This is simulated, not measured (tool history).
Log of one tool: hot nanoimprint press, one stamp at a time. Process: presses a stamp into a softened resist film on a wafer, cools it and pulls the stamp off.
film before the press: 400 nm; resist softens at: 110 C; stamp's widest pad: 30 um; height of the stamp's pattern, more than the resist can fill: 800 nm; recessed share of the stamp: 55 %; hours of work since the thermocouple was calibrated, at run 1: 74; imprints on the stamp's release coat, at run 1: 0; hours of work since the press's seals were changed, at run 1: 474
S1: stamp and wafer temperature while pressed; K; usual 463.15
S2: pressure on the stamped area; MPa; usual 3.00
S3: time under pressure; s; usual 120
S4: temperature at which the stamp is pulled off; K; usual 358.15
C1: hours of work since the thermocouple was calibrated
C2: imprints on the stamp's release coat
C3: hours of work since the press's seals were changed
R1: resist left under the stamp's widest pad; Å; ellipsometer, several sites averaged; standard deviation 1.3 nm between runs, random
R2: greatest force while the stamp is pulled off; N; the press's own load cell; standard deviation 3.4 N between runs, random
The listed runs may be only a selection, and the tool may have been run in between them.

Run 1, hour 0.0: usual settings; C1 74; C2 0; C3 474. Result: R1 2375 Å, R2 166 N.
Run 2, hour 15.2: usual settings; C1 84; C2 73; C3 485. Result: R1 2363 Å, R2 167 N.
Run 3, hour 39.1: usual settings; C1 101; C2 189; C3 501. Result: R1 2370 Å, R2 172 N.
Run 4, hour 56.8: usual settings but S1 467.15 K; C1 113; C2 274; C3 513. Result: R1 2101 Å, R2 181 N.
Run 5, hour 69.3: usual settings but S2 1.89 MPa; C1 122; C2 335; C3 522. Result: R1 2732 Å, R2 188 N.
Run 6, hour 79.9: usual settings but S2 1.89 MPa; C1 129; C2 386; C3 529. Result: R1 2747 Å, R2 181 N.
Run 7, hour 91.2: usual settings but S2 1.89 MPa; C1 137; C2 440; C3 537. Result: R1 2730 Å, R2 197 N.
Run 8, hour 114.4: usual settings but S2 1.89 MPa; C1 153; C2 552; C3 553. Result: R1 2761 Å, R2 198 N.
Run 9, hour 129.5: usual settings but S2 1.89 MPa; C1 163; C2 625; C3 564. Result: R1 2730 Å, R2 207 N.
At hour 146.9: stamp cleaned and given a new release coat.
Run 10, hour 151.9: usual settings but S2 1.89 MPa; C1 175; C2 24; C3 575. Result: R1 2738 Å, R2 164 N.
Run 11, hour 165.7: usual settings but S2 1.89 MPa; C1 184; C2 91; C3 584. Result: R1 2719 Å, R2 164 N.
Run 12, hour 184.0: usual settings but S2 1.89 MPa; C1 197; C2 179; C3 597. Result: R1 2767 Å, R2 171 N.
Run 13, hour 201.8: usual settings; C1 209; C2 264; C3 609. Result: R1 2405 Å, R2 183 N.
Run 14, hour 225.4: usual settings but S4 356.15 K; C1 225; C2 378; C3 626. Result: R1 2404 Å, R2 191 N.
Run 15, hour 240.8: usual settings; C1 236; C2 453; C3 636. Result: R1 2413 Å, R2 195 N.
Run 16, hour 264.6: usual settings but S1 459.15 K; C1 253; C2 567; C3 653. Result: R1 2739 Å, R2 199 N.
Run 17, hour 286.6: usual settings but S1 472.15 K, S2 2.11 MPa, S3 69 s, S4 347.15 K; C1 268; C2 673; C3 668. Result: R1 2471 Å, R2 226 N.
At hour 291.8: plate thermocouple calibrated.
At hour 297.8: stamp cleaned and given a new release coat.
Run 18, hour 320.8: usual settings but S3 117 s; C1 16; C2 111; C3 685. Result: R1 2508 Å, R2 174 N.
Run 19, hour 335.6: usual settings but S1 469.15 K, S3 117 s; C1 26; C2 182; C3 696. Result: R1 2058 Å, R2 172 N.
Run 20, hour 358.1: usual settings but S3 155 s, S4 349.15 K; C1 42; C2 291; C3 711. Result: R1 2307 Å, R2 204 N.
Run 21, hour 373.3: usual settings but S3 112 s; C1 52; C2 364; C3 722. Result: R1 2575 Å, R2 185 N.
At hour 398.5: plate thermocouple calibrated, once more.
Run 22, hour 398.5: usual settings but S3 112 s; C1 0; C2 471; C3 737. Result: R1 2404 Å, R2 194 N.
Run 23, hour 418.2: usual settings but S2 3.62 MPa, S3 154 s; C1 14; C2 566; C3 751. Result: R1 2048 Å, R2 198 N.
Run 24, hour 430.8: usual settings but S1 474.15 K, S2 2.82 MPa, S3 72 s, S4 344.15 K; C1 22; C2 627; C3 759. Result: R1 2044 Å, R2 230 N.
At hour 448.4: stamp cleaned and given a new release coat.
Run 25, hour 462.4: usual settings but S1 474.15 K, S2 2.82 MPa, S3 72 s, S4 344.15 K; C1 40; C2 67; C3 777. Result: R1 2035 Å, R2 190 N.
Run 26, hour 475.1: usual settings but S1 475.15 K, S2 1.86 MPa, S3 156 s, S4 364.15 K; C1 49; C2 129; C3 786. Result: R1 1691 Å, R2 163 N.
Run 27, hour 486.6: usual settings but S1 454.15 K, S2 2.17 MPa, S3 226 s, S4 346.15 K; C1 57; C2 184; C3 794. Result: R1 2805 Å, R2 196 N.
Run 28, hour 509.1: usual settings but S1 452.15 K, S2 2.17 MPa, S3 203 s, S4 359.15 K; C1 72; C2 292; C3 809. Result: R1 3065 Å, R2 178 N.
Run 29, hour 524.8: usual settings but S3 76 s, S4 349.15 K; C1 83; C2 368; C3 820. Result: R1 2718 Å, R2 203 N.
Run 30, hour 546.7: usual settings but S1 454.15 K, S3 76 s, S4 349.15 K; C1 98; C2 474; C3 835. Result: R1 3312 Å, R2 209 N.
Run 31, hour 560.0: usual settings but S1 454.15 K, S3 76 s, S4 349.15 K; C1 107; C2 538; C3 845. Result: R1 3331 Å, R2 212 N.

3 ways to go on from here, each from the tool as it stands after run 31. What would each give?
At hour 575.0: press's hydraulic seals changed and the load cell set to zero.
Run A, hour 580.1: usual settings but S4 344.15 K; C1 116; C2 596; C3 4. Result: R1 ?, R2 ?.
At hour 575.0: press's hydraulic seals changed and the load cell set to zero.
Run B, hour 580.1: usual settings but S2 2.82 MPa; C1 116; C2 596; C3 4. Result: R1 ?, R2 ?.
At hour 575.0: press's hydraulic seals changed and the load cell set to zero.
Run C, hour 580.1: usual settings but S1 465.15 K, S4 343.15 K; C1 116; C2 596; C3 4. Result: R1 ?, R2 ?.

run    R1   R2
  A  2321  235
  B  2366  201
  C  2183  231
Take away the tool's hidden state, keep each run's random variation, and the runs would have read:
run    R1   R2
  A  2294  192
  B  2339  164
  C  2157  188
